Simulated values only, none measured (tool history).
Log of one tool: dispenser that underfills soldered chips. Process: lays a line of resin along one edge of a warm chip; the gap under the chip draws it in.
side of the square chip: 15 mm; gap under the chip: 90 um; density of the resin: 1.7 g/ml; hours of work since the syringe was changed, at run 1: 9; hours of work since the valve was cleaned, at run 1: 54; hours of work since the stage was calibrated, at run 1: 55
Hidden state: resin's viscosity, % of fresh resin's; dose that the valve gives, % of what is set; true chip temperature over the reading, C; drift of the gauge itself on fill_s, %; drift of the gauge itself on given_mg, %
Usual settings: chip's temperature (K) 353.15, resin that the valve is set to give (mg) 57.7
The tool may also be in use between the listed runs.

| run | hour | chip's temperature (K) | resin that the valve is set to give (mg) | hours of work since the syringe was changed | hours of work since the valve was cleaned | hours of work since the stage was calibrated | time until the resin shows at the far edge (s) | resin that the valve gave (mg) |
|---|---|---|---|---|---|---|---|---|
| 1 | 0 | 353.15 | 57.7 | 9 | 54 | 55 | 233.2 | 56.04 |
|  | 2.9 | new syringe of resin |
| 2 | 6.6 | 353.15 | 64.2 | 2 | 58 | 59 | 184.5 | 61.77 |
| 3 | 15.8 | 353.15 | 67 | 8 | 64 | 65 | 221.2 | 64.37 |
|  | 20.7 | new syringe of resin |
| 4 | 23.4 | 353.15 | 57.7 | 2 | 68 | 69 | 189.3 | 55.52 |
| 5 | 32.9 | 353.15 | 65.4 | 8 | 74 | 75 | 223.9 | 62.73 |
|  | 39.1 | new syringe of resin |
| 6 | 46.5 | 362.15 | 65.4 | 5 | 83 | 83 | 143.8 | 62.52 |
|  | 57 | new syringe of resin |
| 7 | 60.3 | 353.15 | 57.7 | 2 | 91 | 92 | 191.9 | 54.79 |
| 8 | 71.2 | 353.15 | 57.7 | 9 | 98 | 98 | 235.9 | 54.23 |
|  | 74.5 | dispensing valve cleaned and set on the balance |
|  | 75.7 | new syringe of resin |
| 9 | 83.9 | 353.15 | 57.7 | 5 | 6 | 106 | 204.3 | 57.52 |
|  | 94.2 | new syringe of resin |
| 10 | 97.3 | 353.15 | 57.7 | 2 | 14 | 114 | 189.1 | 57.04 |
| 11 | 107.8 | 343.15 | 57.7 | 8 | 20 | 120 | 350.8 | 57.17 |
|  | 111.7 | new syringe of resin |
| 12 | 118.6 | 353.15 | 64.4 | 4 | 27 | 127 | 207.6 | 63.22 |
|  | 129.7 | new syringe of resin |
| 13 | 130.8 | 353.15 | 64.4 | 1 | 34 | 134 | 183 | 62.85 |
| 14 | 136.6 | 353.15 | 64.4 | 4 | 38 | 138 | 206.3 | 63.11 |
|  | 147.7 | new syringe of resin |
| 15 | 149.5 | 353.15 | 57.7 | 1 | 46 | 146 | 188.8 | 56.27 |
| 16 | 155.7 | 353.15 | 57.7 | 5 | 50 | 149 | 208.1 | 56.09 |
| 17 | 164.7 | 364.15 | 57.7 | 11 | 55 | 155 | 165.5 | 55.98 |
|  | 165.6 | new syringe of resin |
| 18 | 171.8 | 364.15 | 57.7 | 4 | 59 | 159 | 135 | 55.79 |
| 19 | 179.6 | 364.15 | 57.7 | 9 | 64 | 164 | 155.6 | 55.37 |
|  | 183.7 | new syringe of resin |
| 20 | 191.1 | 347.15 | 59.1 | 5 | 71 | 171 | 265.4 | 56.56 |
|  | 201.4 | new syringe of resin |
| 21 | 203.3 | 366.15 | 51.6 | 1 | 79 | 178 | 116.6 | 49.27 |
| 22 | 213.8 | 345.15 | 62.1 | 8 | 85 | 185 | 313 | 59.01 |
|  | 219.6 | new syringe of resin |
| 23 | 220.3 | 361.15 | 70.9 | 0 | 89 | 189 | 133.9 | 67.34 |
| 24 | 231.4 | 356.15 | 70.9 | 7 | 96 | 196 | 207.2 | 67.09 |
|  | 237.4 | dispensing valve cleaned and set on the balance |
|  | 238.8 | new syringe of resin |
| 25 | 243.9 | 364.15 | 50.9 | 3 | 4 | 203 | 138.7 | 50.59 |
| 26 | 252.4 | 353.15 | 62.7 | 8 | 9 | 208 | 243.6 | 62.11 |
|  | 256.5 | new syringe of resin |
| 27 | 263.8 | 351.15 | 67.7 | 5 | 16 | 215 | 225.4 | 66.6 |
| 28 | 271.6 | 351.15 | 67.7 | 9 | 21 | 220 | 266.2 | 66.58 |
|  | 274.9 | new syringe of resin |
| 29 | 283.5 | 346.15 | 67.2 | 5 | 28 | 227 | 284.4 | 65.84 |
|  | 292.3 | new syringe of resin |
| 30 | 294.4 | 346.15 | 67.2 | 1 | 35 | 233 | 253.9 | 65.81 |
| 31 | 306.7 | 345.15 | 61 | 9 | 42 | 241 | 339.4 | 59.54 |
|  | 309.8 | new syringe of resin |
| 32 | 320.3 | 344.15 | 57.7 | 7 | 51 | 249 | 327.9 | 55.69 |
|  | 327.4 | new syringe of resin |
| 33 | 327.5 | 338.15 | 51.4 | 0 | 55 | 254 | 348.9 | 49.78 |
| 34 | 335.8 | 338.15 | 51.4 | 5 | 60 | 259 | 408.6 | 49.63 |

5 ways to go on from here, each from the tool as it stands after run 34. What would each give?
|  | 345.4 | new syringe of resin |
| A | 345.4 | 353.15 | 68.6 | 0 | 66 | 265 | ? | ? |
|  | 345.4 | new syringe of resin |
| B | 345.4 | 365.15 | 49.6 | 0 | 66 | 265 | ? | ? |
|  | 345.4 | new syringe of resin |
| C | 345.4 | 367.15 | 51.2 | 0 | 66 | 265 | ? | ? |
|  | 345.4 | new syringe of resin |
| D | 345.4 | 357.15 | 56 | 0 | 66 | 265 | ? | ? |
|  | 345.4 | new syringe of resin |
| E | 345.4 | 359.15 | 69.5 | 0 | 66 | 265 | ? | ? |

| run | time until the resin shows at the far edge (s) | resin that the valve gave (mg) |
|---|---|---|
| A | 184.5 | 65.77 |
| B | 121.1 | 47.54 |
| C | 110.9 | 49.06 |
| D | 162 | 53.8 |
| E | 144.2 | 66.73 |
Without the tool's hidden state the same runs would have given:
| run | time until the resin shows at the far edge (s) | resin that the valve gave (mg) |
|---|---|---|
| A | 171.2 | 68.5 |
| B | 112.1 | 49.52 |
| C | 102.9 | 51.1 |
| D | 150 | 56.04 |
| E | 134.2 | 69.5 |
